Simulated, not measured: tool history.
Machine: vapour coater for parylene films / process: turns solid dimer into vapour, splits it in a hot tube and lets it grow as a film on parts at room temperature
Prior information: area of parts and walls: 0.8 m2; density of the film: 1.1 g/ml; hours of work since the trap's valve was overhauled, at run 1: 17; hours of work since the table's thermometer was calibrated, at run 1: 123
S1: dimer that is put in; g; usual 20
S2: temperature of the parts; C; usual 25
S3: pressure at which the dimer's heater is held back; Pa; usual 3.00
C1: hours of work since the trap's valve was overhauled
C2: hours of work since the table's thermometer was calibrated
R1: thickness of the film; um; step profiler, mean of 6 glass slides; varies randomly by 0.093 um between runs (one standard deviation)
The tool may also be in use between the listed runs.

{"run": 1, "day": 0.0, "S1": 20, "S2": 25, "S3": 3.0, "C1": 17, "C2": 123, "R1": 11.25}
{"run": 2, "day": 0.488, "S1": 20, "S2": 25, "S3": 3.0, "C1": 23, "C2": 129, "R1": 11.24}
{"run": 3, "day": 0.95, "S1": 20, "S2": 25, "S3": 3.0, "C1": 28, "C2": 134, "R1": 11.22}
{"run": 4, "day": 1.617, "S1": 20, "S2": 25, "S3": 3.0, "C1": 36, "C2": 142, "R1": 11.14}
{"run": 5, "day": 2.196, "S1": 20, "S2": 25, "S3": 3.0, "C1": 42, "C2": 148, "R1": 11.16}
{"run": 6, "day": 2.983, "S1": 20, "S2": 25, "S3": 3.0, "C1": 51, "C2": 157, "R1": 11.01}
{"run": 7, "day": 3.362, "S1": 20, "S2": 25, "S3": 3.0, "C1": 56, "C2": 162, "R1": 10.93}
{"run": 8, "day": 3.854, "S1": 20, "S2": 25, "S3": 3.0, "C1": 61, "C2": 167, "R1": 10.86}
{"day": 3.95, "done": "table's thermometer calibrated"}
{"run": 9, "day": 4.3, "S1": 20, "S2": 25, "S3": 3.0, "C1": 66, "C2": 4, "R1": 10.96}
{"run": 10, "day": 4.862, "S1": 23, "S2": 36, "S3": 2.65, "C1": 73, "C2": 11, "R1": 9.32}
{"run": 11, "day": 5.658, "S1": 20, "S2": 29, "S3": 3.9, "C1": 82, "C2": 20, "R1": 9.23}
{"run": 12, "day": 6.333, "S1": 12, "S2": 37, "S3": 3.0, "C1": 89, "C2": 27, "R1": 4.56}

Estimate the outcome of run 13 from the log above:
{"run": 13, "day": 6.758, "S1": 9, "S2": 18, "S3": 7.16, "C1": 94, "C2": 32, "R1": "?"}

Run 13 gave R1 5.16 um.
With no hidden state in the tool, this same run would have given R1 5.39 um.
